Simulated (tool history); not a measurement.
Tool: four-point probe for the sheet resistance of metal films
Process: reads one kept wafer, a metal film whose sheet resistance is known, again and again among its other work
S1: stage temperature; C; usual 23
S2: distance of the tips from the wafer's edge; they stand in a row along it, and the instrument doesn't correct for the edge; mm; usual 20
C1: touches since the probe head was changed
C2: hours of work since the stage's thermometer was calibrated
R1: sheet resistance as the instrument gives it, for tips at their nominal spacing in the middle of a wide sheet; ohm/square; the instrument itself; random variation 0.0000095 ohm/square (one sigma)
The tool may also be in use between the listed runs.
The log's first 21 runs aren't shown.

{"run": 22, "hour": 332.5, "S1": 23, "S2": 20, "C1": 8842, "C2": 1007, "R1": 0.047615}
{"run": 23, "hour": 344.5, "S1": 23, "S2": 20, "C1": 9113, "C2": 1012, "R1": 0.04763}
{"run": 24, "hour": 366.5, "S1": 23, "S2": 20, "C1": 9610, "C2": 1022, "R1": 0.047615}
{"run": 25, "hour": 378.1, "S1": 22, "S2": 10, "C1": 9871, "C2": 1027, "R1": 0.047767}
{"run": 26, "hour": 396.8, "S1": 30, "S2": 63, "C1": 10294, "C2": 1035, "R1": 0.047847}
{"run": 27, "hour": 412.2, "S1": 33, "S2": 5, "C1": 10642, "C2": 1042, "R1": 0.048957}
{"run": 28, "hour": 432.9, "S1": 23, "S2": 5, "C1": 11109, "C2": 1051, "R1": 0.048563}
{"run": 29, "hour": 450.4, "S1": 33, "S2": 7, "C1": 11504, "C2": 1059, "R1": 0.048474}
{"run": 30, "hour": 472.9, "S1": 23, "S2": 4, "C1": 12013, "C2": 1069, "R1": 0.0491}
{"run": 31, "hour": 492.0, "S1": 32, "S2": 32, "C1": 12444, "C2": 1077, "R1": 0.047934}
{"run": 32, "hour": 514.8, "S1": 32, "S2": 32, "C1": 12958, "C2": 1087, "R1": 0.047948}
{"run": 33, "hour": 532.1, "S1": 32, "S2": 32, "C1": 13347, "C2": 1095, "R1": 0.047937}
{"run": 34, "hour": 554.5, "S1": 32, "S2": 32, "C1": 13854, "C2": 1105, "R1": 0.04794}
{"run": 35, "hour": 567.5, "S1": 25, "S2": 4, "C1": 14148, "C2": 1110, "R1": 0.049178}
{"run": 36, "hour": 591.3, "S1": 25, "S2": 4, "C1": 14684, "C2": 1121, "R1": 0.049173}
{"run": 37, "hour": 606.8, "S1": 25, "S2": 4, "C1": 15034, "C2": 1128, "R1": 0.049186}
{"run": 38, "hour": 618.8, "S1": 25, "S2": 4, "C1": 15307, "C2": 1133, "R1": 0.049191}
{"run": 39, "hour": 628.8, "S1": 27, "S2": 4, "C1": 15531, "C2": 1137, "R1": 0.049265}
{"run": 40, "hour": 647.7, "S1": 35, "S2": 21, "C1": 15958, "C2": 1146, "R1": 0.048075}
{"run": 41, "hour": 671.0, "S1": 35, "S2": 21, "C1": 16484, "C2": 1156, "R1": 0.048059}
{"run": 42, "hour": 685.8, "S1": 20, "S2": 19, "C1": 16819, "C2": 1162, "R1": 0.047493}
{"run": 43, "hour": 703.9, "S1": 20, "S2": 19, "C1": 17228, "C2": 1170, "R1": 0.047483}
{"run": 44, "hour": 722.2, "S1": 28, "S2": 17, "C1": 17641, "C2": 1179, "R1": 0.047833}

3 ways to go on from here, each from the tool as it stands after run 44. What would each give?
{"run": "A", "hour": 744.8, "S1": 22, "S2": 3, "C1": 18151, "C2": 1188, "R1": "?"}
{"run": "B", "hour": 744.8, "S1": 23, "S2": 4, "C1": 18151, "C2": 1188, "R1": "?"}
{"run": "C", "hour": 744.8, "S1": 25, "S2": 20, "C1": 18151, "C2": 1188, "R1": "?"}

run=A R1=0.050154
run=B R1=0.049089
run=C R1=0.047693
Without the tool's hidden state the same runs would have given:
run=A R1=0.050213
run=B R1=0.049146
run=C R1=0.047749
